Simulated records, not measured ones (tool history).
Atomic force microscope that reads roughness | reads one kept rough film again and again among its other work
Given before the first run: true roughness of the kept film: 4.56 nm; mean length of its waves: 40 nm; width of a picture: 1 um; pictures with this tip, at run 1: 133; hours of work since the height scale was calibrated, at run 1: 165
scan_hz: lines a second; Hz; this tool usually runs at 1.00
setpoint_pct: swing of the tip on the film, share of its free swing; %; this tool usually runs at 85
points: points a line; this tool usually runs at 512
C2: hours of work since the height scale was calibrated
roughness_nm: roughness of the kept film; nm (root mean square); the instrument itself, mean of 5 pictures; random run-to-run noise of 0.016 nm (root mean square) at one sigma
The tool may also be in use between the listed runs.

run 1 hour=0.0 | scan_hz=1.00 setpoint_pct=85 points=512 | pictures_with_this_tip=133 C2=165 | roughness_nm=3.536
run 2 hour=5.8 | scan_hz=1.00 setpoint_pct=85 points=512 | pictures_with_this_tip=143 C2=168 | roughness_nm=3.500
run 3 hour=12.0 | scan_hz=1.00 setpoint_pct=85 points=512 | pictures_with_this_tip=153 C2=171 | roughness_nm=3.496
run 4 hour=21.9 | scan_hz=1.00 setpoint_pct=85 points=512 | pictures_with_this_tip=169 C2=176 | roughness_nm=3.425
-- hour=27.3 new tip fitted
run 5 hour=34.7 | scan_hz=0.67 setpoint_pct=85 points=512 | pictures_with_this_tip=12 C2=182 | roughness_nm=3.968
run 6 hour=46.1 | scan_hz=1.00 setpoint_pct=85 points=512 | pictures_with_this_tip=31 C2=188 | roughness_nm=3.866
run 7 hour=52.3 | scan_hz=1.00 setpoint_pct=85 points=512 | pictures_with_this_tip=41 C2=191 | roughness_nm=3.807
run 8 hour=63.2 | scan_hz=1.00 setpoint_pct=85 points=512 | pictures_with_this_tip=59 C2=196 | roughness_nm=3.738
run 9 hour=74.6 | scan_hz=1.00 setpoint_pct=85 points=512 | pictures_with_this_tip=78 C2=201 | roughness_nm=3.679
run 10 hour=80.6 | scan_hz=1.00 setpoint_pct=85 points=512 | pictures_with_this_tip=88 C2=204 | roughness_nm=3.634
run 11 hour=88.0 | scan_hz=3.32 setpoint_pct=85 points=512 | pictures_with_this_tip=100 C2=208 | roughness_nm=3.189
run 12 hour=99.2 | scan_hz=2.05 setpoint_pct=85 points=512 | pictures_with_this_tip=118 C2=213 | roughness_nm=3.340
run 13 hour=107.1 | scan_hz=0.77 setpoint_pct=85 points=512 | pictures_with_this_tip=131 C2=217 | roughness_nm=3.505
run 14 hour=114.0 | scan_hz=2.20 setpoint_pct=85 points=512 | pictures_with_this_tip=143 C2=221 | roughness_nm=3.223
run 15 hour=124.7 | scan_hz=2.20 setpoint_pct=85 points=512 | pictures_with_this_tip=160 C2=226 | roughness_nm=3.188
run 16 hour=134.0 | scan_hz=2.20 setpoint_pct=85 points=512 | pictures_with_this_tip=175 C2=230 | roughness_nm=3.162
-- hour=135.5 new tip fitted
run 17 hour=144.4 | scan_hz=0.92 setpoint_pct=85 points=512 | pictures_with_this_tip=15 C2=235 | roughness_nm=3.914
run 18 hour=153.0 | scan_hz=0.68 setpoint_pct=85 points=512 | pictures_with_this_tip=29 C2=239 | roughness_nm=3.917
run 19 hour=164.7 | scan_hz=0.68 setpoint_pct=85 points=512 | pictures_with_this_tip=48 C2=245 | roughness_nm=3.848
run 20 hour=171.8 | scan_hz=0.68 setpoint_pct=85 points=512 | pictures_with_this_tip=60 C2=248 | roughness_nm=3.809
run 21 hour=184.1 | scan_hz=1.00 setpoint_pct=85 points=512 | pictures_with_this_tip=80 C2=254 | roughness_nm=3.679
run 22 hour=190.8 | scan_hz=1.00 setpoint_pct=85 points=414 | pictures_with_this_tip=91 C2=258 | roughness_nm=3.622
run 23 hour=199.2 | scan_hz=1.00 setpoint_pct=85 points=414 | pictures_with_this_tip=104 C2=262 | roughness_nm=3.578
run 24 hour=207.7 | scan_hz=1.00 setpoint_pct=85 points=512 | pictures_with_this_tip=118 C2=266 | roughness_nm=3.523
run 25 hour=213.4 | scan_hz=1.03 setpoint_pct=78 points=344 | pictures_with_this_tip=128 C2=269 | roughness_nm=3.546
run 26 hour=223.2 | scan_hz=1.03 setpoint_pct=83 points=344 | pictures_with_this_tip=144 C2=273 | roughness_nm=3.456
run 27 hour=234.4 | scan_hz=0.65 setpoint_pct=58 points=676 | pictures_with_this_tip=162 C2=279 | roughness_nm=3.538
-- hour=244.3 new tip fitted
run 28 hour=245.5 | scan_hz=0.65 setpoint_pct=58 points=351 | pictures_with_this_tip=2 C2=284 | roughness_nm=4.113
run 29 hour=255.0 | scan_hz=0.65 setpoint_pct=80 points=282 | pictures_with_this_tip=17 C2=289 | roughness_nm=3.988
run 30 hour=260.5 | scan_hz=0.94 setpoint_pct=85 points=878 | pictures_with_this_tip=26 C2=291 | roughness_nm=3.897
run 31 hour=269.9 | scan_hz=0.94 setpoint_pct=83 points=561 | pictures_with_this_tip=42 C2=296 | roughness_nm=3.840
run 32 hour=275.2 | scan_hz=3.37 setpoint_pct=82 points=561 | pictures_with_this_tip=50 C2=299 | roughness_nm=3.413
run 33 hour=286.7 | scan_hz=3.37 setpoint_pct=82 points=561 | pictures_with_this_tip=69 C2=304 | roughness_nm=3.349
run 34 hour=292.1 | scan_hz=1.84 setpoint_pct=63 points=512 | pictures_with_this_tip=78 C2=307 | roughness_nm=3.762
run 35 hour=301.2 | scan_hz=1.84 setpoint_pct=63 points=512 | pictures_with_this_tip=93 C2=311 | roughness_nm=3.717
run 36 hour=308.8 | scan_hz=1.84 setpoint_pct=63 points=512 | pictures_with_this_tip=105 C2=315 | roughness_nm=3.692
run 37 hour=318.0 | scan_hz=1.84 setpoint_pct=63 points=389 | pictures_with_this_tip=120 C2=319 | roughness_nm=3.632
run 38 hour=326.9 | scan_hz=1.84 setpoint_pct=63 points=389 | pictures_with_this_tip=135 C2=324 | roughness_nm=3.573
run 39 hour=336.8 | scan_hz=1.63 setpoint_pct=65 points=692 | pictures_with_this_tip=151 C2=328 | roughness_nm=3.536
run 40 hour=348.7 | scan_hz=3.09 setpoint_pct=72 points=692 | pictures_with_this_tip=171 C2=334 | roughness_nm=3.278
-- hour=353.1 new tip fitted
run 41 hour=355.4 | scan_hz=3.09 setpoint_pct=72 points=692 | pictures_with_this_tip=4 C2=337 | roughness_nm=3.825
run 42 hour=366.8 | scan_hz=1.64 setpoint_pct=68 points=336 | pictures_with_this_tip=23 C2=343 | roughness_nm=3.943
run 43 hour=379.0 | scan_hz=1.41 setpoint_pct=83 points=530 | pictures_with_this_tip=43 C2=349 | roughness_nm=3.736
run 44 hour=387.5 | scan_hz=2.82 setpoint_pct=60 points=346 | pictures_with_this_tip=57 C2=353 | roughness_nm=3.806
run 45 hour=393.9 | scan_hz=1.00 setpoint_pct=85 points=899 | pictures_with_this_tip=67 C2=356 | roughness_nm=3.701
run 46 hour=402.4 | scan_hz=1.00 setpoint_pct=70 points=702 | pictures_with_this_tip=81 C2=360 | roughness_nm=3.763
run 47 hour=408.3 | scan_hz=0.98 setpoint_pct=76 points=678 | pictures_with_this_tip=91 C2=363 | roughness_nm=3.674

Consider 3 possible next runs. They are alternatives, not a sequence: every one starts from the tool as it was left by run 47. What does each give?
run A hour=420.5 | scan_hz=1.00 setpoint_pct=88 points=563 | pictures_with_this_tip=111 C2=369 | roughness_nm=?
run B hour=420.5 | scan_hz=1.00 setpoint_pct=85 points=759 | pictures_with_this_tip=111 C2=369 | roughness_nm=?
run C hour=420.5 | scan_hz=0.58 setpoint_pct=78 points=311 | pictures_with_this_tip=111 C2=369 | roughness_nm=?

run=A roughness_nm=3.529
run=B roughness_nm=3.565
run=C roughness_nm=3.662
What these runs would have given with no unlogged condition in the tool:
run=A roughness_nm=3.963
run=B roughness_nm=4.003
run=C roughness_nm=4.113
